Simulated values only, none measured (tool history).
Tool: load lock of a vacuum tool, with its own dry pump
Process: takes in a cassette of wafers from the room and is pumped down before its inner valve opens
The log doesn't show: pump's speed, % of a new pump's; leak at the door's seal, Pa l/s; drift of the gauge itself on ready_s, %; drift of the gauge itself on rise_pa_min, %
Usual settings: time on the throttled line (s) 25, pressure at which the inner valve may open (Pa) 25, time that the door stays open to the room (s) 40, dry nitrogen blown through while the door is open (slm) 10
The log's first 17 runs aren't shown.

| run | hour | time on the throttled line (s) | pressure at which the inner valve may open (Pa) | time that the door stays open to the room (s) | dry nitrogen blown through while the door is open (slm) | hours that the pump has run since its overhaul | times that the door has closed on its seal | incoming humidity of the room's air, % | time from the closed door until the inner valve may open (s) | rise of the pressure with all valves shut (Pa/min) |
|---|---|---|---|---|---|---|---|---|---|---|
| 18 | 1389.4 | 35 | 25 | 40 | 10 | 5299 | 18266 | 40.9 | 78.5 | 0.553 |
| 19 | 1474.9 | 35 | 25 | 40 | 10 | 5385 | 18567 | 45.6 | 77.3 | 0.572 |
| 20 | 1576.5 | 35 | 25 | 40 | 10 | 5487 | 18925 | 46.3 | 78.4 | 0.578 |
| 21 | 1636.6 | 35 | 25 | 40 | 10 | 5547 | 19137 | 41.4 | 78.2 | 0.586 |
| 22 | 1688.1 | 35 | 25 | 40 | 10 | 5598 | 19318 | 43.3 | 77.8 | 0.619 |
| 23 | 1767.8 | 35 | 25 | 40 | 10 | 5678 | 19599 | 44.0 | 78.4 | 0.612 |
| 24 | 1837.0 | 12 | 38 | 40 | 10 | 5747 | 19843 | 44.8 | 60.0 | 0.626 |
| 25 | 1921.0 | 33 | 47 | 65 | 19 | 5831 | 20139 | 47.9 | 71.6 | 0.631 |
| 26 | 1985.6 | 15 | 39 | 108 | 10 | 5896 | 20367 | 43.1 | 60.7 | 0.652 |
| 27 | 2065.0 | 13 | 23 | 40 | 10 | 5975 | 20647 | 46.1 | 64.6 | 0.666 |
| 28 | 2167.1 | 13 | 23 | 119 | 10 | 6077 | 21006 | 43.2 | 63.6 | 0.699 |
| 29 | 2247.2 | 13 | 23 | 93 | 41 | 6157 | 21288 | 47.5 | 63.5 | 0.709 |
|  | 2340.2 | door's seal changed, seat wiped |
| 30 | 2354.0 | 13 | 26 | 93 | 41 | 6263 | 48 | 43.6 | 63.3 | 0.009 |
| 31 | 2454.6 | 48 | 26 | 68 | 41 | 6363 | 403 | 44.3 | 87.2 | 0.015 |
| 32 | 2525.5 | 25 | 29 | 136 | 10 | 6434 | 653 | 45.6 | 72.2 | 0.036 |
| 33 | 2609.6 | 25 | 42 | 26 | 15 | 6518 | 949 | 48.3 | 68.1 | 0.026 |
| 34 | 2698.7 | 25 | 42 | 148 | 35 | 6607 | 1263 | 45.7 | 68.3 | 0.031 |
| 35 | 2750.9 | 25 | 25 | 40 | 7 | 6659 | 1447 | 42.7 | 72.2 | 0.034 |
| 36 | 2832.4 | 32 | 44 | 65 | 4 | 6741 | 1734 | 45.2 | 73.5 | 0.050 |
| 37 | 2907.4 | 32 | 44 | 65 | 4 | 6816 | 1998 | 46.7 | 73.7 | 0.054 |

Forecast each of these 4 alternatives for the next run:
| A | 2982.5 | 25 | 25 | 92 | 7 | 6891 | 2263 | 43.2 | ? | ? |
| B | 2982.5 | 25 | 25 | 52 | 10 | 6891 | 2263 | 45.1 | ? | ? |
| C | 2982.5 | 32 | 44 | 114 | 4 | 6891 | 2263 | 45.5 | ? | ? |
| D | 2982.5 | 32 | 44 | 65 | 26 | 6891 | 2263 | 41.3 | ? | ? |

| run | time from the closed door until the inner valve may open (s) | rise of the pressure with all valves shut (Pa/min) |
|---|---|---|
| A | 71.8 | 0.057 |
| B | 71.9 | 0.047 |
| C | 73.0 | 0.070 |
| D | 72.7 | 0.032 |
Without the tool's hidden state the same runs would have given:
| run | time from the closed door until the inner valve may open (s) | rise of the pressure with all valves shut (Pa/min) |
|---|---|---|
| A | 67.9 | 0.032 |
| B | 68.0 | 0.022 |
| C | 69.6 | 0.046 |
| D | 69.3 | 0.007 |

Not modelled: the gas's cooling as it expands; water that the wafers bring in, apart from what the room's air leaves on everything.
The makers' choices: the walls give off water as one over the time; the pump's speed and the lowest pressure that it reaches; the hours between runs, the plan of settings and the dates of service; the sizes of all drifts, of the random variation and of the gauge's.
